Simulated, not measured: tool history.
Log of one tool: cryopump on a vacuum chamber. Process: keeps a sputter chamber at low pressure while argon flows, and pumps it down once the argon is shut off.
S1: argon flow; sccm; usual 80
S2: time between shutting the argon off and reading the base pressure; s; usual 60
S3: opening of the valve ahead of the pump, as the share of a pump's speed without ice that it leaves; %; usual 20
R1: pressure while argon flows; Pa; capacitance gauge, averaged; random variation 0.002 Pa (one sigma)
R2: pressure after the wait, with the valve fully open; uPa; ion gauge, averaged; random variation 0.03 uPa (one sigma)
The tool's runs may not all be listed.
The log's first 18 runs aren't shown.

run,day,S1,S2,S3,R1,R2
19,9.271,80,60,33,0.3285,2.16
20,9.854,136,214,20,0.8998,1.26
21,10.396,136,214,20,0.9125,1.24
22,11.025,144,214,26,0.7441,1.29
23,11.571,80,107,37,0.2962,1.68
24,12.033,139,20,35,0.5435,4.80
25,12.562,139,20,35,0.5435,4.67
26,13.104,139,20,35,0.5434,4.78
27,13.662,70,63,20,0.4652,2.13
28,14.283,70,63,20,0.4651,2.14
29,14.633,124,73,20,0.8304,2.02

The next listed run, before its measurement:
30,15.058,94,60,20,?,?

Run 30 gave R1 0.6295 Pa, R2 2.23 uPa.
Without the tool's hidden state the same run would have given R1 0.6093 Pa, R2 1.53 uPa.
